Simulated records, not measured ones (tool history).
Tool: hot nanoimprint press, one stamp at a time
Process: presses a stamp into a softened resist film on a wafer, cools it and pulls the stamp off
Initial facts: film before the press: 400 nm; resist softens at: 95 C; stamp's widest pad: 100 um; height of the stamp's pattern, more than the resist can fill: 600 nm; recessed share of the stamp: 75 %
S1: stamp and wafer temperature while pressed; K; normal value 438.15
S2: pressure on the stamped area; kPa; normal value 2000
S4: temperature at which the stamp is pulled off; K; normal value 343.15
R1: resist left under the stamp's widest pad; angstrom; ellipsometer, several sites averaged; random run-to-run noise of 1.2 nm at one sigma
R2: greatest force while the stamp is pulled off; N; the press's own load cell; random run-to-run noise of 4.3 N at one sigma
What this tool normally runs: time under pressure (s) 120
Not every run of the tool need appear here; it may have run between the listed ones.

{"run": 1, "hour": 0.0, "S1": 438.15, "S2": 2000, "time under pressure (s)": 120, "S4": 343.15, "R1": 1759, "R2": 203}
{"run": 2, "hour": 21.6, "S1": 438.15, "S2": 2000, "time under pressure (s)": 120, "S4": 343.15, "R1": 1774, "R2": 220}
{"run": 3, "hour": 37.2, "S1": 438.15, "S2": 2000, "time under pressure (s)": 120, "S4": 343.15, "R1": 1753, "R2": 211}
{"run": 4, "hour": 56.2, "S1": 438.15, "S2": 2000, "time under pressure (s)": 120, "S4": 343.15, "R1": 1760, "R2": 215}
{"run": 5, "hour": 66.7, "S1": 438.15, "S2": 2000, "time under pressure (s)": 120, "S4": 343.15, "R1": 1758, "R2": 210}
{"run": 6, "hour": 89.1, "S1": 438.15, "S2": 2000, "time under pressure (s)": 120, "S4": 343.15, "R1": 1753, "R2": 213}
{"run": 7, "hour": 101.8, "S1": 438.15, "S2": 2000, "time under pressure (s)": 120, "S4": 343.15, "R1": 1742, "R2": 210}
{"run": 8, "hour": 122.6, "S1": 438.15, "S2": 2000, "time under pressure (s)": 120, "S4": 343.15, "R1": 1764, "R2": 209}
{"run": 9, "hour": 133.9, "S1": 438.15, "S2": 2000, "time under pressure (s)": 120, "S4": 343.15, "R1": 1749, "R2": 207}
{"run": 10, "hour": 144.9, "S1": 438.15, "S2": 2000, "time under pressure (s)": 120, "S4": 343.15, "R1": 1730, "R2": 204}
{"run": 11, "hour": 162.5, "S1": 438.15, "S2": 2070, "time under pressure (s)": 236, "S4": 343.15, "R1": 1307, "R2": 205}
{"run": 12, "hour": 172.5, "S1": 438.15, "S2": 2000, "time under pressure (s)": 225, "S4": 333.15, "R1": 1349, "R2": 254}
{"run": 13, "hour": 193.1, "S1": 442.15, "S2": 2000, "time under pressure (s)": 101, "S4": 343.15, "R1": 1544, "R2": 210}
{"run": 14, "hour": 216.8, "S1": 442.15, "S2": 2000, "time under pressure (s)": 101, "S4": 343.15, "R1": 1548, "R2": 206}
{"run": 15, "hour": 237.5, "S1": 442.15, "S2": 2000, "time under pressure (s)": 101, "S4": 343.15, "R1": 1537, "R2": 207}
{"run": 16, "hour": 250.5, "S1": 432.15, "S2": 2000, "time under pressure (s)": 101, "S4": 333.15, "R1": 2491, "R2": 250}
{"run": 17, "hour": 260.4, "S1": 432.15, "S2": 2000, "time under pressure (s)": 101, "S4": 333.15, "R1": 2474, "R2": 245}
{"run": 18, "hour": 282.5, "S1": 439.15, "S2": 2000, "time under pressure (s)": 120, "S4": 348.15, "R1": 1669, "R2": 190}
{"run": 19, "hour": 297.9, "S1": 439.15, "S2": 2000, "time under pressure (s)": 120, "S4": 348.15, "R1": 1660, "R2": 189}

Not shown here: 2 entries made in the log between runs. Locate each between two listed runs and compare the hidden state at the listed run before it with the hidden state at the listed run after it:
Run 13 -> run 14: plate thermocouple calibrated (hour 197.9)
  true temperature over the reading, C: 0.02 -> 0; pressure that arrives at the usual setting, %: 99.96 -> 99.95
Run 14 -> run 15: stamp cleaned and given a new release coat (hour 232.0)
  grip of the stamp's worn release coat, % over a new coat's: 1 -> 0
